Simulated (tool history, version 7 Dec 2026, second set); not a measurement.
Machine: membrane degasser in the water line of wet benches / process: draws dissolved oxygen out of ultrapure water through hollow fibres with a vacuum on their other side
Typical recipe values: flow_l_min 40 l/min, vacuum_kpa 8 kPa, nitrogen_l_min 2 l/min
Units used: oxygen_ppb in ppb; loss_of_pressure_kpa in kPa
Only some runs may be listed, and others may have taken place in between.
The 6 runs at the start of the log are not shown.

run    hour  flow_l_min  vacuum_kpa  nitrogen_l_min  hours since the membrane was changed  hours since the vacuum gauge was calibrated  hours since the vacuum lines were made tight  oxygen_ppb  loss_of_pressure_kpa
  7   910.3          40           8            2.99                                  5719                                          139                                         13502       169.7                 48.69
  8  1037.5          40           8            2.99                                  5846                                          266                                         13630       166.8                 48.81
  9  1219.9          40           8               2                                  6028                                          449                                         13812       229.5                 48.55
 10  1423.1          40           8               2                                  6231                                          652                                         14015       226.1                 48.56
 11  1587.1          40           8               2                                  6395                                          816                                         14179       228.4                 48.79
 12  1722.3          40       10.88               2                                  6531                                          951                                         14314       348.2                 48.54
 13    1936          40       10.88               2                                  6744                                         1165                                         14528       349.9                 48.62
 14  2099.5          40           8               2                                  6908                                         1328                                         14692       232.9                 48.44
 15  2243.9          40           8            4.41                                  7052                                         1473                                         14836       120.2                  48.5
 16  2399.1          40        13.9            4.41                                  7207                                         1628                                         14991       242.7                 48.67
     2411.2  -- seals of the vacuum lines changed
 17  2637.1          40       12.74             3.7                                  7443                                         1864                                           226       257.8                 48.38
 18  2745.2          40       12.74             3.7                                  7552                                         1972                                           334       255.7                 48.47
 19  2870.4          37           8            0.93                                  7677                                         2097                                           459       381.7                 44.58
 20  3103.9          37           8            0.93                                  7910                                         2331                                           693       384.7                 44.54
 21    3286          40        19.5               2                                  8092                                         2513                                           875       698.3                 48.08
 22  3489.5          40           8            1.85                                  8296                                         2716                                          1078         243                 48.56
 23  3723.8          32        8.91            5.47                                  8530                                         2951                                          1313        89.5                 38.47
 24    3958          32        8.91            1.53                                  8764                                         3185                                          1547       262.2                 38.57
 25  4142.7          35           8            1.91                                  8949                                         3369                                          1732       206.2                 42.15
 26  4266.4          40        9.09            5.54                                  9073                                         3493                                          1855       121.4                 47.69
     4339.4  -- vacuum gauge calibrated
 27  4382.2          37           8            1.34                                  9188                                           43                                          1971         297                 44.59
 28  4592.3          37           8            1.34                                  9398                                          253                                          2181       294.8                 44.48
 29  4716.3          37           8            1.34                                  9522                                          377                                          2305       292.8                 44.24
 30    4860          37           8            1.34                                  9666                                          521                                          2448       292.7                 44.29
 31    5030          37         6.4            0.86                                  9836                                          691                                          2618       278.5                 44.43

Alternative continuations, all from the tool just after run 31; predict every row:
  A  5263.6          35       16.15            0.86                                 10069                                          924                                          2852           ?                     ?
  B  5263.6          53        8.25             1.2                                 10069                                          924                                          2852           ?                     ?
  C  5263.6          40           8            1.59                                 10069                                          924                                          2852           ?                     ?

run  oxygen_ppb  loss_of_pressure_kpa
  A       960.9                 41.76
  B       458.8                 63.71
  C       275.3                  48.2
What these runs would have given with no unlogged condition in the tool:
run  oxygen_ppb  loss_of_pressure_kpa
  A       960.9                 42.44
  B       458.6                 64.74
  C       275.3                 48.97
